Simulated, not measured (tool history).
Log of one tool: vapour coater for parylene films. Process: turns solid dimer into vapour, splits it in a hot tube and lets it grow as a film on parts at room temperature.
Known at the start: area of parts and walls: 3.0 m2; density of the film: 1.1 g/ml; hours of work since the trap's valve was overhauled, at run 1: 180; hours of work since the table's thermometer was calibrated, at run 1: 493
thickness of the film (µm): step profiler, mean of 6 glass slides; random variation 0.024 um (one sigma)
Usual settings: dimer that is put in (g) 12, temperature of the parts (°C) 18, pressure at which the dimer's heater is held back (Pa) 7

run,day,dimer that is put in (g),temperature of the parts (°C),pressure at which the dimer's heater is held back (Pa),hours of work since the trap's valve was overhauled,hours of work since the table's thermometer was calibrated,thickness of the film (µm)
1,0,12,18,7,180,493,1.54
2,1.296,12,18,7,202,515,1.5
3,2.8,12,18,7,227,540,1.46
4,3.867,12,18,7,245,558,1.5
5,4.958,12,26,7,263,577,1.29
6,6.746,12,26,7,293,607,1.25
7,7.942,12,26,7,313,627,1.25
8,9.167,12,18,4.99,334,647,1.53
9,11.225,12,18,4.01,368,682,1.61
10,12.383,12,18,7,388,702,1.42
11,13.858,12,13,7,413,726,1.56
12,15.467,12,13,7,440,753,1.55
13,16.771,8,13,7,462,775,1
# day 17.871: trap's valve overhauled
14,18.208,12,18,7,6,797,1.61
15,19.779,12,18,7,32,823,1.59
16,21.696,12,18,7,64,855,1.57
17,22.746,12,18,7,82,873,1.59
18,24.371,12,18,7,109,900,1.56
19,25.929,12,18,7,135,926,1.56
20,28,12,18,7,170,961,1.53
21,30.142,12,18,7,206,997,1.54
22,31.375,12,18,7,227,1018,1.54
23,33.017,12,18,7,254,1045,1.54
24,35.175,10,25,7,291,1082,1.08
25,36.929,12,18,3.07,320,1111,1.7
26,37.812,12,18,3.07,335,1126,1.71
# day 39.262: table's thermometer calibrated
27,39.371,12,18,3.07,361,2,1.69
28,41.154,11,30,10.8,390,32,0.94
29,42.075,11,16,5.53,406,47,1.41
30,43.758,6,16,10.96,434,75,0.68
31,45.512,6,16,10.96,464,105,0.68
# day 46.479: trap's valve overhauled
32,46.654,12,20,6.12,3,121,1.59
33,48.483,12,16,11.93,34,152,1.51
34,49.821,10,17,2,56,175,1.7
35,50.758,10,17,2,72,190,1.65
36,52.05,8,26,6.53,94,212,0.88
37,53.125,8,26,6.53,112,230,0.89
38,54.833,8,26,6.53,140,259,0.89
39,56.067,9,12,4.7,161,279,1.38
40,57.462,8,15,3.55,185,303,1.18
41,59.292,10,27,5.98,215,334,1.06
42,60.692,11,18,7,239,357,1.32
43,62.5,19,25,4.76,269,388,2.16
44,64.054,7,27,4.09,295,414,0.78
45,65.212,7,27,4.09,315,433,0.76
46,66.929,7,27,4.09,344,462,0.76

The same runs without the tool's hidden state, with the same run-to-run variation:
The hidden state here: vapour lost through the trap's worn valve, %; true temperature of the parts over the reading, C; drift of the gauge itself on film_um, %.
run,thickness of the film (µm)
1,1.62
2,1.58
3,1.56
4,1.61
5,1.39
6,1.36
7,1.37
8,1.68
9,1.79
10,1.59
11,1.76
12,1.77
13,1.16
14,1.59
15,1.59
16,1.58
17,1.61
18,1.59
19,1.6
20,1.59
21,1.62
22,1.62
23,1.63
24,1.16
25,1.85
26,1.87
27,1.9
28,1.06
29,1.6
30,0.78
31,0.78
32,1.6
33,1.53
34,1.73
35,1.69
36,0.91
37,0.92
38,0.93
39,1.45
40,1.25
41,1.13
42,1.43
43,2.36
44,0.85
45,0.84
46,0.85
